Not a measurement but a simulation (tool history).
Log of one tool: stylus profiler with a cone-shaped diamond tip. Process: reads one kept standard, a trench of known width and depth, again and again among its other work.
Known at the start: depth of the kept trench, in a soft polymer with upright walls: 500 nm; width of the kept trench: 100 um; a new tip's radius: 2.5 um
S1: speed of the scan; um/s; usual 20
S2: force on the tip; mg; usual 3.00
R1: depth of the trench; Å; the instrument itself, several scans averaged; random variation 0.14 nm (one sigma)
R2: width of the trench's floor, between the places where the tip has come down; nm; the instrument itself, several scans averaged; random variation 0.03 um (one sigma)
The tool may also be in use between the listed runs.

Run 1, day 0.000: usual settings. Result: R1 5056.1 Å, R2 96830 nm.
Run 2, day 0.546: usual settings but S2 7.80 mg. Result: R1 5103.6 Å, R2 96830 nm.
Run 3, day 1.242: usual settings but S2 7.80 mg. Result: R1 5106.9 Å, R2 96800 nm.
Run 4, day 1.729: usual settings but S2 7.80 mg. Result: R1 5104.5 Å, R2 96810 nm.
Run 5, day 2.488: usual settings. Result: R1 5059.1 Å, R2 96750 nm.
At day 2.575: height scale calibrated on a step standard.
Run 6, day 2.954: usual settings. Result: R1 5061.6 Å, R2 96760 nm.
Run 7, day 3.700: usual settings but S1 5 um/s. Result: R1 5061.6 Å, R2 96830 nm.
Run 8, day 4.404: usual settings but S1 23 um/s, S2 7.11 mg. Result: R1 5102.0 Å, R2 96820 nm.
Run 9, day 5.038: usual settings but S1 16 um/s, S2 8.17 mg. Result: R1 5113.8 Å, R2 96790 nm.
At day 5.758: height scale calibrated on a step standard, once more.
Run 10, day 5.796: usual settings but S1 40 um/s, S2 1.77 mg. Result: R1 5038.0 Å, R2 96580 nm.
Run 11, day 6.500: usual settings but S1 40 um/s, S2 2.35 mg. Result: R1 5045.5 Å, R2 96560 nm.

Forecast each of these 5 alternatives for the next run:
Run A, day 7.125: usual settings but S1 9 um/s, S2 1.78 mg. Result: R1 ?, R2 ?.
Run B, day 7.125: usual settings but S1 5 um/s, S2 4.90 mg. Result: R1 ?, R2 ?.
Run C, day 7.125: usual settings but S1 21 um/s, S2 1.51 mg. Result: R1 ?, R2 ?.
Run D, day 7.125: usual settings but S1 6 um/s, S2 2.35 mg. Result: R1 ?, R2 ?.
Run E, day 7.125: usual settings but S1 40 um/s, S2 3.18 mg. Result: R1 ?, R2 ?.

run      R1     R2
  A  5036.4  96760
  B  5072.0  96790
  C  5030.2  96630
  D  5043.8  96750
  E  5057.3  96610
Without the tool's hidden state the same runs would have given:
run      R1     R2
  A  5036.6  96950
  B  5072.2  96980
  C  5030.4  96830
  D  5044.0  96940
  E  5057.5  96810
